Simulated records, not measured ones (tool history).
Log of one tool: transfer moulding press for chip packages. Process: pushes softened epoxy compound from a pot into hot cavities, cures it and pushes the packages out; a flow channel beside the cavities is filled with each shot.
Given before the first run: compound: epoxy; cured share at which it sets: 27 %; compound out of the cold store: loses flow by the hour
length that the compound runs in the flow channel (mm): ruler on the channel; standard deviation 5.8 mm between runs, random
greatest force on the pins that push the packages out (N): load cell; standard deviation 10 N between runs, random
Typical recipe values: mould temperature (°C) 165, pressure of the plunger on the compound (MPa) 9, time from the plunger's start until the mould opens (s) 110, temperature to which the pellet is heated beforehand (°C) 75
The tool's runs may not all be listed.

run,hour,mould temperature (°C),pressure of the plunger on the compound (MPa),time from the plunger's start until the mould opens (s),temperature to which the pellet is heated beforehand (°C),incoming compound's hours out of the cold store,length that the compound runs in the flow channel (mm),greatest force on the pins that push the packages out (N)
1,0,165,9,110,75,10.5,706,646
2,21,165,7.2,110,75,37.8,595,716
3,36.4,165,9,110,75,15.4,698,700
4,47.2,165,9,110,75,13.8,696,702
# hour 53.3: cavities cleaned with cleaning compound and waxed
5,62.7,165,9,110,75,46.2,642,520
6,71.6,165,9,110,75,14.5,699,597
7,86.3,165,9,110,75,16,696,629
8,106.7,165,9,110,75,34,657,687
9,122,164,9,110,75,47.9,640,729
10,132.2,164,9,110,75,9.4,706,751
# hour 151.7: cavities cleaned with cleaning compound and waxed
11,154.7,164,9,110,75,33.5,668,527
# hour 166.3: plunger's sealing rings changed
12,168.2,164,9,110,75,44.9,682,594
13,180.8,165,9,110,75,22.6,716,637
14,192.7,165,7.21,109,75,10.5,656,693
15,205.1,165,7.21,109,75,10.2,659,722
16,224.7,165,9,118,70,20.4,710,658
17,245,165,9.38,102,70,13.9,739,834
# hour 252.5: cavities cleaned with cleaning compound and waxed
18,261.1,162,9.64,102,70,27.2,743,792
19,276.7,165,9.62,137,65,40.2,699,506
20,286,165,9,121,75,29.2,699,584

Run 21 is up next; what results do you expect?
21,302,165,8.02,135,75,32,?,?

{"run 21": {"length that the compound runs in the flow channel (mm)": 665, "greatest force on the pins that push the packages out (N)": 556}}
The same run, on a tool lacking any hidden state, would have yielded length that the compound runs in the flow channel (mm) 675, greatest force on the pins that push the packages out (N) 389.

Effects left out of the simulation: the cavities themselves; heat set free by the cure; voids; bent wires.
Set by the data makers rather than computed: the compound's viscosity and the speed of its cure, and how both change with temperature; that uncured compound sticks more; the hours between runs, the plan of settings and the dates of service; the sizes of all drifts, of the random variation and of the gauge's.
